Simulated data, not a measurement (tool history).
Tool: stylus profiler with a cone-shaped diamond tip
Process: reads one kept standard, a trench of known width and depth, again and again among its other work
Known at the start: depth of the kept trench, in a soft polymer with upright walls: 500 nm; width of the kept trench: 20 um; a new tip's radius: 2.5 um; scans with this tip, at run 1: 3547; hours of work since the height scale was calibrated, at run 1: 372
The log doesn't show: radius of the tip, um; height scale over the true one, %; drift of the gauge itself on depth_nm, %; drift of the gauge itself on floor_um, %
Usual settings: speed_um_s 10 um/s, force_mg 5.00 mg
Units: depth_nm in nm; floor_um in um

run	day	speed_um_s	force_mg	scans with this tip	hours of work since the height scale was calibrated	depth_nm	floor_um
1	0.000	10	5.00	3547	372	511.52	16.23
2	0.738	10	10.62	3637	381	518.80	16.18
3	1.650	10	10.62	3748	393	518.85	16.13
4	2.396	10	10.62	3840	402	518.84	16.17
5	2.929	10	7.26	3904	409	514.69	16.09
6	4.062	10	5.00	4043	423	511.61	16.13
7	4.838	10	5.00	4137	433	511.53	16.11
8	5.462	10	5.00	4213	441	511.64	16.11
9	6.488	10	5.00	4338	454	511.60	16.05
10	7.588	10	5.00	4472	468	511.69	16.01
11	8.600	10	5.00	4595	481	511.69	16.05
12	9.125	10	5.00	4660	488	511.58	16.00
13	9.983	10	5.00	4764	499	511.69	15.98
14	10.562	10	5.00	4835	506	511.70	15.97
15	11.425	10	5.00	4940	517	511.83	15.93
16	12.200	10	5.00	5034	527	511.72	15.91
17	12.958	16	9.18	5127	537	517.33	15.88
18	13.792	11	13.95	5228	548	522.63	15.90
19	14.279	9	5.87	5288	554	512.98	15.85
# day 14.367: height scale calibrated on a step standard
20	15.479	10	5.00	5431	14	512.02	15.84
21	16.454	29	5.00	5550	27	511.85	15.77
22	17.250	29	5.00	5647	37	512.03	15.77
23	17.871	5	2.30	5723	45	507.51	15.81
24	18.979	5	2.30	5858	59	507.50	15.76
25	19.642	5	9.81	5938	67	518.34	15.77
# day 20.471: height scale calibrated on a step standard, once more
26	20.708	5	2.99	6066	3	507.38	15.75
27	21.279	29	4.36	6136	10	509.78	15.64
28	22.288	30	9.37	6259	23	516.50	15.62
29	23.267	2	1.89	6378	36	505.47	15.66
30	24.242	2	3.81	6496	48	508.96	15.65
31	25.338	2	3.81	6630	62	508.99	15.58

The same runs without the tool's hidden state, with the same run-to-run variation:
run	depth_nm	floor_um
1	511.05	17.00
2	518.32	16.97
3	518.36	16.94
4	518.33	16.99
5	514.18	16.93
6	511.09	16.99
7	511.00	16.99
8	511.09	17.02
9	511.04	16.97
10	511.12	16.96
11	511.10	17.03
12	510.98	16.99
13	511.08	16.99
14	511.08	16.99
15	511.20	16.97
16	511.08	16.97
17	516.67	16.97
18	521.96	17.00
19	512.32	16.96
20	511.13	16.98
21	510.94	16.93
22	511.12	16.95
23	506.59	17.00
24	506.57	16.98
25	517.37	17.00
26	507.71	17.01
27	510.10	16.91
28	516.81	16.91
29	505.76	16.98
30	509.24	16.99
31	509.25	16.94

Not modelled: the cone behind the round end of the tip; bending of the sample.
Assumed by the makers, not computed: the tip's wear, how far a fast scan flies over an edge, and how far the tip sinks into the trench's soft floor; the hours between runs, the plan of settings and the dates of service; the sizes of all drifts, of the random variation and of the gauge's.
